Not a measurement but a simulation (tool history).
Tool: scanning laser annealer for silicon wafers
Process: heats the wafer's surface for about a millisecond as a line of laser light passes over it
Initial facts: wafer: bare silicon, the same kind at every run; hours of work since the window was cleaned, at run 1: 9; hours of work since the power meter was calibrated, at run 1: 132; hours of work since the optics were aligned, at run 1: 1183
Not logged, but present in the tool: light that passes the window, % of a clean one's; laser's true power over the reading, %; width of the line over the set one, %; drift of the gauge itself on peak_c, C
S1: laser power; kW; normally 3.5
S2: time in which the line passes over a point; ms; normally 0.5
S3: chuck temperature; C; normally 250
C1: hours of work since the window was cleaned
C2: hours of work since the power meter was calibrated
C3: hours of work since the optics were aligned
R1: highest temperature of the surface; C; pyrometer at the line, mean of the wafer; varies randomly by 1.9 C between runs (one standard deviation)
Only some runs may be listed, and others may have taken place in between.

run   hour     S1     S2   S3  C1   C2    C3    R1
  1      0    3.5    0.5  250   9  132  1183  1076
  2    9.7    3.5    0.5  250  15  138  1190  1074
  3   16.9    3.5    0.5  250  19  143  1194  1073
  4   32.1    3.5    0.5  250  29  153  1204  1073
  5   39.6    3.5    0.5  250  34  157  1209  1073
  6   48.7    3.5    0.5  250  40  163  1214  1073
  7   58.4    3.5    0.5  250  46  169  1221  1070
  8     71    3.5    0.5  250  54  177  1229  1070
  9   85.8    3.5    0.5  250  63  187  1238  1074
 10   95.4    3.5    0.5  250  69  193  1244  1072
 11  107.4    3.5    0.5  250  77  201  1252  1069
 12  114.4  3.223  0.482  246  81  205  1256   981
 13  127.9  3.223  0.482  246  90  214  1265   978

Run 14, settings as shown, results not yet in. Your forecast:
 14  140.9  3.658  0.5  250  98  222  1273   ?

Run 14 produced R1 1120 C.
With no hidden state in the tool, this same run would have given R1 1143 C.
